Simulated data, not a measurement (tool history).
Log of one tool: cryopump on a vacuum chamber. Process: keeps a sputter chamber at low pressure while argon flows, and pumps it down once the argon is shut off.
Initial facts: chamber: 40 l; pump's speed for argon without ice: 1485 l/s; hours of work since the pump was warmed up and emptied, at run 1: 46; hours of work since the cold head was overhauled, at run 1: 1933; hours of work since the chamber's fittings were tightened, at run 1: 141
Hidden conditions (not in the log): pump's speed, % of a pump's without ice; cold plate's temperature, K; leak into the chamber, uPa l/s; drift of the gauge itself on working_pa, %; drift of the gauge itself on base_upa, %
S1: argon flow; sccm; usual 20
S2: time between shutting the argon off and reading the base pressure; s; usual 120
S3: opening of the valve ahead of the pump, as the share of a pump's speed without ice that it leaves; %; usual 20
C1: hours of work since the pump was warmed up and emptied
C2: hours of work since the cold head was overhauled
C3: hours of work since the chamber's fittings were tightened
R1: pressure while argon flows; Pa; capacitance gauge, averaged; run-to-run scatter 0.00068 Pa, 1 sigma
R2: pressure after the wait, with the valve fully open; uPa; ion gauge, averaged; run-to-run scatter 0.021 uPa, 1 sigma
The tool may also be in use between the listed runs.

run   hour  S1   S2  S3   C1    C2   C3      R1    R2
  1    0.0  20  120  20   46  1933  141  0.1139  0.67
  2   68.4  20  120  20   92  1978  187  0.1143  0.70
  3  173.0  20  120  20  161  2048  256  0.1154  0.83
  4  255.9  20   96  20  216  2102  311  0.1162  0.97
  5  349.5  20   60  20  277  2164  372  0.1169  1.26
  6  458.1  20  120  21  349  2236  444  0.1122  1.09
  7  515.6  12   96  39  387  2274  482  0.0380  1.19
  8  615.9  35   59  39  454  2340  549  0.1107  1.52
  9  702.6  35   59  39  511  2398  606  0.1133  1.64
 10  820.6  20  120  32  589  2476  684  0.0773  1.55
 11  892.2  20   93  32  636  2523  731  0.0786  1.63

What if the next run were any one of these 5? Each begins from the tool's condition after run 11:
  A  963.2  20   86  49  683  2570  778   ?   ?
  B  963.2  24  258  20  683  2570  778   ?   ?
  C  963.2  12  120  31  683  2570  778   ?   ?
  D  963.2  12   59  16  683  2570  778   ?   ?
  E  963.2  20  120  28  683  2570  778   ?   ?

run      R1    R2
  A  0.0544  1.84
  B  0.1484  1.61
  C  0.0489  1.73
  D  0.0902  2.07
  E  0.0894  1.74
Without the tool's unlogged condition, the same runs would have read:
run      R1    R2
  A  0.0458  0.54
  B  0.1380  0.32
  C  0.0438  0.45
  D  0.0851  0.76
  E  0.0808  0.47

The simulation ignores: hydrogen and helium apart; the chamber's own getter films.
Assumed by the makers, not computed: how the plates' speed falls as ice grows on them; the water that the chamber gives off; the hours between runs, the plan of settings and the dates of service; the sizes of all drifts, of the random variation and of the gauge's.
